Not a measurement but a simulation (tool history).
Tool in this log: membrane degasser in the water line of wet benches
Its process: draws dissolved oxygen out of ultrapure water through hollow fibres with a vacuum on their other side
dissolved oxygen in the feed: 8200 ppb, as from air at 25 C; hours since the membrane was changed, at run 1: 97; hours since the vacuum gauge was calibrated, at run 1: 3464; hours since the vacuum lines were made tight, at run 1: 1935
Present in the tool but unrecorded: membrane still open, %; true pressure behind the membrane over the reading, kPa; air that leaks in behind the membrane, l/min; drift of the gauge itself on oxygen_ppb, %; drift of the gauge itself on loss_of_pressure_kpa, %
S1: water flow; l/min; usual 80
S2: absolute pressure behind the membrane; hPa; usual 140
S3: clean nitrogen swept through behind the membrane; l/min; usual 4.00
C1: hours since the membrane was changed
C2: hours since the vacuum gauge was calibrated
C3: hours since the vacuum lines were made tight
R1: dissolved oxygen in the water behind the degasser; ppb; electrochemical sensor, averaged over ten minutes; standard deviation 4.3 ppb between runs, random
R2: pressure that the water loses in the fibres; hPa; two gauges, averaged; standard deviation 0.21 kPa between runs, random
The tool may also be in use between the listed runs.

| run | hour | S1 | S2 | S3 | C1 | C2 | C3 | R1 | R2 |
|---|---|---|---|---|---|---|---|---|---|
| 1 | 0.0 | 80 | 140 | 4.00 | 97 | 3464 | 1935 | 556.7 | 514.7 |
| 2 | 71.5 | 80 | 140 | 4.00 | 168 | 3535 | 2007 | 551.5 | 513.5 |
| 3 | 147.6 | 80 | 147 | 4.00 | 245 | 3611 | 2083 | 590.6 | 510.7 |
| 4 | 227.4 | 80 | 133 | 4.00 | 324 | 3691 | 2163 | 532.3 | 511.8 |
| 5 | 313.0 | 80 | 140 | 4.00 | 410 | 3777 | 2248 | 570.6 | 510.9 |
| 6 | 409.1 | 80 | 140 | 4.00 | 506 | 3873 | 2344 | 564.0 | 510.2 |
| 7 | 477.6 | 80 | 140 | 11.01 | 575 | 3941 | 2413 | 290.9 | 511.0 |
|  | 502.2 | vacuum gauge calibrated |
| 8 | 609.7 | 63 | 309 | 1.80 | 706 | 108 | 2545 | 1692.9 | 400.3 |
| 9 | 678.0 | 52 | 140 | 4.00 | 774 | 176 | 2613 | 370.3 | 331.1 |
| 10 | 789.4 | 52 | 140 | 4.00 | 886 | 287 | 2724 | 367.2 | 325.8 |
| 11 | 857.7 | 52 | 140 | 4.00 | 954 | 356 | 2793 | 370.5 | 333.1 |
| 12 | 913.7 | 52 | 140 | 4.00 | 1010 | 412 | 2849 | 366.3 | 330.2 |
| 13 | 1049.6 | 52 | 140 | 4.00 | 1146 | 547 | 2984 | 368.1 | 326.3 |
| 14 | 1180.2 | 101 | 326 | 8.21 | 1277 | 678 | 3115 | 909.6 | 633.5 |

Some steps in R2 between neighbouring runs. How much of each would the tool show without its hidden state too (settings, what came in, random variation), and how much is left for the hidden state, with any gauge scatter that isn't in both results?
Run 13 -> 14: S1 52 -> 101, S2 140 -> 326, S3 4.00 -> 8.21. R2 +307.2 hPa: hidden state -6.0, all else +313.2.
